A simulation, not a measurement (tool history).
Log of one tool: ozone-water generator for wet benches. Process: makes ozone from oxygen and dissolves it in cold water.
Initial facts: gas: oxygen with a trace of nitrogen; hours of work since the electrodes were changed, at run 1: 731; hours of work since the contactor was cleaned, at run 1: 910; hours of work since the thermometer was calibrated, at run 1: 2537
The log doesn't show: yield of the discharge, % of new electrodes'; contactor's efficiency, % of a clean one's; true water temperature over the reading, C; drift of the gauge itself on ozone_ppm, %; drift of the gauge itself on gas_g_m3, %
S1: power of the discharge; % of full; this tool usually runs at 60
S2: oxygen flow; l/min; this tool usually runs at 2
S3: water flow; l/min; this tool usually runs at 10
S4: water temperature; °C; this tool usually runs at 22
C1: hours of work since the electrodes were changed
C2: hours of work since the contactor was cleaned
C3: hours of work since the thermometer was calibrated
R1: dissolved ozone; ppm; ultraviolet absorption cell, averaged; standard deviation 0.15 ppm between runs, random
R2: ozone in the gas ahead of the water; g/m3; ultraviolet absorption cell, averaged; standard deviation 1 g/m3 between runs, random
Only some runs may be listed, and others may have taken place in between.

run    hour  S1    S2  S3  S4    C1    C2    C3    R1     R2
  1       0  60     2  10  22   731   910  2537  17.2  180.2
  2    56.6  60     2  10  22   787   966  2593  17.2    179
  3   114.6  60     2  10  22   844  1023  2650  17.5  180.6
  4   222.4  60     2  10  30   951  1130  2757  15.3  179.8
  5   317.6  60     2  10  30  1045  1224  2851  15.4  178.8
  6   386.9  60     2  10  30  1114  1292  2919  15.6  178.5
  7   454.1  60  1.44  10  22  1180  1359  2986  16.2  206.6
  8     555  60  1.88  10  22  1280  1458  3086    17  181.9
      582.5  -- water thermometer calibrated
  9   614.7  60  1.88  10  22  1338  1517    32  17.3  182.2
 10   702.4  60  1.88  10  22  1425  1604   119  17.1  183.8
 11   795.5  60  1.88  10  22  1517  1696   211    17    182
 12   921.5  60  1.88   6  22  1641  1820   335    25  180.1
 13   993.4  60  1.88   6  22  1712  1891   406  24.8  184.2
 14  1113.1  60     2  11  22  1831  2009   524  15.8  176.6
 15  1241.6  60     2  11  22  1958  2136   651  15.6  174.1
 16  1346.7  60  1.53   8  22  2061  2240   755  19.5    195
 17    1421  60  1.53   8  22  2135  2314   829  19.3  195.8
 18  1552.7  84     2  10  22  2265  2444   959  22.8  234.5
 19  1613.9  68     2   7  22  2326  2504  1019  24.8  196.2
 20  1743.4  68     2   7  22  2454  2632  1147    25  194.3
 21    1827  88  2.12   8  28  2536  2715  1230  25.4  236.8

What will run 22 give?
 22  1907.6  88  2.12   8  28  2616  2795  1309   ?   ?

R1: 25.2 ppm
R2: 235.4 g/m3
With no hidden state in the tool, this same run would have given R1 27.5 ppm, R2 254 g/m3.
